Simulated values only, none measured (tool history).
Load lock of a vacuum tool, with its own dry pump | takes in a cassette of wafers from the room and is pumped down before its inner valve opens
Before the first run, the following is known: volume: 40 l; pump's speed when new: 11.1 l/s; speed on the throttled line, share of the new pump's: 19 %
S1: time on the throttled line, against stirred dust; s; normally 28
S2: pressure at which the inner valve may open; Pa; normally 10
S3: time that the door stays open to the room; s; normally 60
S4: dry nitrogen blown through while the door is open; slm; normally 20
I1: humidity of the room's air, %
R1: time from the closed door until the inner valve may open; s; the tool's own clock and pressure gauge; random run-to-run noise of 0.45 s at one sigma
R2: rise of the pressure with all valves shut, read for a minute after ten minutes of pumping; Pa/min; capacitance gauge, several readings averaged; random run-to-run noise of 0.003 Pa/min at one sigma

run 1 hour=0.0 | S1=28 S2=10 S3=60 S4=20 | I1=44.0 | R1=59.1 R2=0.398
-- hour=224.3 door's seal changed, seat wiped
run 2 hour=345.9 | S1=28 S2=10 S3=60 S4=20 | I1=41.1 | R1=60.2 R2=0.024
run 3 hour=620.1 | S1=28 S2=10 S3=60 S4=20 | I1=49.0 | R1=60.6 R2=0.026
run 4 hour=968.1 | S1=28 S2=10 S3=60 S4=20 | I1=43.3 | R1=59.6 R2=0.031
run 5 hour=1264.0 | S1=28 S2=10 S3=60 S4=20 | I1=41.0 | R1=60.5 R2=0.040
run 6 hour=1596.4 | S1=28 S2=10 S3=152 S4=20 | I1=47.3 | R1=60.2 R2=0.056
run 7 hour=1988.0 | S1=28 S2=10 S3=152 S4=20 | I1=42.8 | R1=59.4 R2=0.064
run 8 hour=2216.8 | S1=15 S2=10 S3=60 S4=20 | I1=45.5 | R1=50.1 R2=0.054
run 9 hour=2595.1 | S1=28 S2=10 S3=60 S4=20 | I1=41.7 | R1=60.2 R2=0.056
run 10 hour=2856.7 | S1=28 S2=10 S3=41 S4=20 | I1=47.0 | R1=60.6 R2=0.061
run 11 hour=3093.8 | S1=28 S2=10 S3=60 S4=20 | I1=41.8 | R1=61.5 R2=0.071
run 12 hour=3473.4 | S1=28 S2=10 S3=55 S4=43 | I1=46.9 | R1=60.5 R2=0.075
run 13 hour=3930.7 | S1=28 S2=10 S3=60 S4=9 | I1=44.9 | R1=59.9 R2=0.104
run 14 hour=4214.9 | S1=28 S2=16 S3=48 S4=21 | I1=46.1 | R1=59.0 R2=0.102
run 15 hour=4511.4 | S1=49 S2=15 S3=75 S4=40 | I1=47.9 | R1=75.0 R2=0.106
run 16 hour=4943.5 | S1=28 S2=10 S3=131 S4=20 | I1=45.6 | R1=61.4 R2=0.141
run 17 hour=5234.7 | S1=35 S2=17 S3=168 S4=25 | I1=42.1 | R1=64.2 R2=0.144
run 18 hour=5626.9 | S1=47 S2=13 S3=60 S4=20 | I1=44.9 | R1=75.5 R2=0.152
run 19 hour=5917.4 | S1=47 S2=13 S3=60 S4=20 | I1=43.3 | R1=74.2 R2=0.162
run 20 hour=6167.8 | S1=28 S2=10 S3=60 S4=20 | I1=49.0 | R1=61.9 R2=0.172

Run 21, settings as shown, results not yet in. Your forecast:
run 21 hour=6504.3 | S1=28 S2=10 S3=60 S4=16 | I1=46.7 | R1=? R2=?

For run 21 the tool returned R1 62.1 s, R2 0.186 Pa/min.
Take away the tool's hidden state, keep the run-to-run variation as it was, and the same run would have given R1 56.5 s, R2 0.019 Pa/min.

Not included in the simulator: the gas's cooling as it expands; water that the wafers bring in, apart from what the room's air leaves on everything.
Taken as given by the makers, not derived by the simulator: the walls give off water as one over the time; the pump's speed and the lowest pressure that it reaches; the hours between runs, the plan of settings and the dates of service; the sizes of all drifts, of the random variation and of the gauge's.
